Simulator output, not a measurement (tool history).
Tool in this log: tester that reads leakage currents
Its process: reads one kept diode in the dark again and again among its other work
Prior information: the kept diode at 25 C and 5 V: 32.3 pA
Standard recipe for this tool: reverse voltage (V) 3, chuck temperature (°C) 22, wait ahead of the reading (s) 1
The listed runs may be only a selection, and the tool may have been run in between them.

run,hour,reverse voltage (V),chuck temperature (°C),wait ahead of the reading (s),current that the tester gives (pA)
1,0,3,22,1,25.25
2,43.8,3,22,1,25.33
3,83.2,3,22,1,25.58
# hour 131.3: probe card cleaned and baked
4,150.2,3,22,1,28.26
5,192.9,3,22,0.31,30.22
6,242.1,3,22,1,28.36
7,320.3,3,22,1,28.45
8,355.5,3,22,1,28.55
# hour 415.4: probe card cleaned and baked, once more
9,428.9,3,22,1,19.7
10,504.7,3,22,1.33,19.74
11,559.6,13.95,32,1.62,94.65
12,630.9,13.95,32,1.62,95.38
13,676.1,13.95,32,1.62,95.13
14,742.1,2.65,43,1,101.05
15,816.8,5.08,22,3.38,25.35
16,863.2,9.67,20,3.12,30.35
17,941.5,9.67,20,3.12,30.88
18,975.5,3,22,1.08,20.11
19,1017.7,3,22,1.06,20.24

What if the next run were any one of these 4? Each begins from the tool's condition after run 19:
A,1074.6,3,22,1.97,?
B,1074.6,14.15,30,0.32,?
C,1074.6,3,47,1.06,?
D,1074.6,5,28,1,?

run,current that the tester gives (pA)
A,19.91
B,92.51
C,144.18
D,42.33
With no hidden state in the tool, these same runs would have given:
run,current that the tester gives (pA)
A,19.99
B,92.01
C,151.67
D,42.99

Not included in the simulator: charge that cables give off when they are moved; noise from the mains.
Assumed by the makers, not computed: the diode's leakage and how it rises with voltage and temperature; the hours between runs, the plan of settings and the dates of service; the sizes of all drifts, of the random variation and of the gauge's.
